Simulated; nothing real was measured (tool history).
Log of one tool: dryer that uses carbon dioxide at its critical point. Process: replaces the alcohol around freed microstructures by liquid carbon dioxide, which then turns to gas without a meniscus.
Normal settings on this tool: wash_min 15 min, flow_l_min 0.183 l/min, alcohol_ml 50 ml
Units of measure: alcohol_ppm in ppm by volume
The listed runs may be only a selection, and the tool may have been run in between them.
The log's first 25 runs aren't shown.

| run | day | wash_min | flow_l_min | alcohol_ml | hours of work since the filter was changed | hours of work since the purifier's bed was changed | alcohol_ppm |
|---|---|---|---|---|---|---|---|
| 26 | 13.896 | 16 | 0.269 | 120 | 317 | 245 | 525 |
| 27 | 14.492 | 10 | 0.269 | 25 | 323 | 251 | 1059 |
| 28 | 15.158 | 9 | 0.16 | 50 | 330 | 258 | 12295 |
| 29 | 15.675 | 17 | 0.28 | 50 | 335 | 263 | 208 |
| 30 | 16.321 | 19 | 0.122 | 48 | 342 | 270 | 3299 |
| 31 | 16.975 | 9 | 0.135 | 31 | 349 | 276 | 10797 |
| 32 | 17.442 | 9 | 0.135 | 31 | 354 | 281 | 10720 |
| 33 | 17.792 | 9 | 0.135 | 31 | 357 | 285 | 10485 |
| 34 | 18.196 | 22 | 0.135 | 85 | 361 | 289 | 2384 |
| 35 | 18.571 | 22 | 0.135 | 85 | 365 | 293 | 2353 |
| 36 | 19.046 | 22 | 0.135 | 85 | 370 | 298 | 2372 |
| 37 | 19.725 | 17 | 0.111 | 114 | 377 | 305 | 14696 |
| 38 | 20.179 | 10 | 0.255 | 44 | 382 | 310 | 2292 |
| 39 | 20.629 | 15 | 0.224 | 91 | 387 | 314 | 1477 |
| 40 | 21.008 | 11 | 0.126 | 26 | 391 | 318 | 6955 |
| 41 | 21.358 | 13 | 0.183 | 34 | 394 | 322 | 2302 |
| 42 | 21.742 | 15 | 0.179 | 35 | 398 | 326 | 1576 |
| 43 | 22.317 | 12 | 0.157 | 51 | 404 | 332 | 6790 |
| 44 | 22.688 | 12 | 0.157 | 51 | 408 | 336 | 6646 |

Predict each of these 4 candidate next runs independently; none follows another, all start after run 44:
| A | 23.2 | 13 | 0.251 | 24 | 413 | 341 | ? |
| B | 23.2 | 12 | 0.175 | 71 | 413 | 341 | ? |
| C | 23.2 | 11 | 0.186 | 21 | 413 | 341 | ? |
| D | 23.2 | 12 | 0.157 | 20 | 413 | 341 | ? |

| run | alcohol_ppm |
|---|---|
| A | 556 |
| B | 6853 |
| C | 2259 |
| D | 2728 |
Stripped of hidden state, with their random variation kept, the same runs would have yielded:
| run | alcohol_ppm |
|---|---|
| A | 333 |
| B | 5667 |
| C | 1808 |
| D | 2233 |
